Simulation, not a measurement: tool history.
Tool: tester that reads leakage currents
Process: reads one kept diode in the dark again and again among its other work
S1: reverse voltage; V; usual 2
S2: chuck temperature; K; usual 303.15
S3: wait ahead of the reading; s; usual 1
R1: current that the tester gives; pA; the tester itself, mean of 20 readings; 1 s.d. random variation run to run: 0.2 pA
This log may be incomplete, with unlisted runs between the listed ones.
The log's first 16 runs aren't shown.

| run | hour | S1 | S2 | S3 | R1 |
|---|---|---|---|---|---|
|  | 1856.2 | tester calibrated |
| 17 | 1952.9 | 4.56 | 303.15 | 1 | 96.86 |
| 18 | 2135 | 2 | 303.15 | 1 | 64.22 |
| 19 | 2271.5 | 2 | 306.15 | 1 | 79.07 |
| 20 | 2422.1 | 2 | 306.15 | 1 | 78.67 |
| 21 | 2598.3 | 13.93 | 298.15 | 0.32 | 127.03 |
| 22 | 2709.8 | 13.93 | 298.15 | 0.32 | 128.15 |
| 23 | 2790 | 13.93 | 298.15 | 0.32 | 128.02 |
| 24 | 2933.1 | 1.24 | 303.15 | 0.44 | 49.9 |
| 25 | 3065.4 | 2.99 | 297.15 | 3.93 | 51.12 |
| 26 | 3189.9 | 2 | 304.15 | 0.95 | 67.47 |
| 27 | 3283.1 | 5.09 | 315.15 | 4.67 | 223.37 |
|  | 3299.3 | chuck's temperature calibrated |
| 28 | 3409.3 | 5.09 | 315.15 | 4.67 | 235.56 |
| 29 | 3529 | 9.31 | 297.15 | 1 | 100.97 |
| 30 | 3655.3 | 8.3 | 303.15 | 0.63 | 139.45 |
| 31 | 3756 | 2.21 | 295.15 | 1.49 | 40.32 |
| 32 | 3864.9 | 2 | 323.15 | 1.11 | 244.99 |
| 33 | 3972.8 | 1.81 | 323.15 | 2.18 | 234.36 |
| 34 | 4159.6 | 1.58 | 313.15 | 2.67 | 114.31 |
| 35 | 4256.5 | 1.58 | 313.15 | 2.67 | 113.83 |
| 36 | 4371.6 | 1.58 | 313.15 | 2.67 | 114 |

Predict the results of run 37:
| 37 | 4469.5 | 1.58 | 307.15 | 3.17 | ? |

Run 37 yielded R1 75.88 pA.
With the hidden condition absent and the run-to-run variation left alone, this run would have shown R1 75.94 pA.
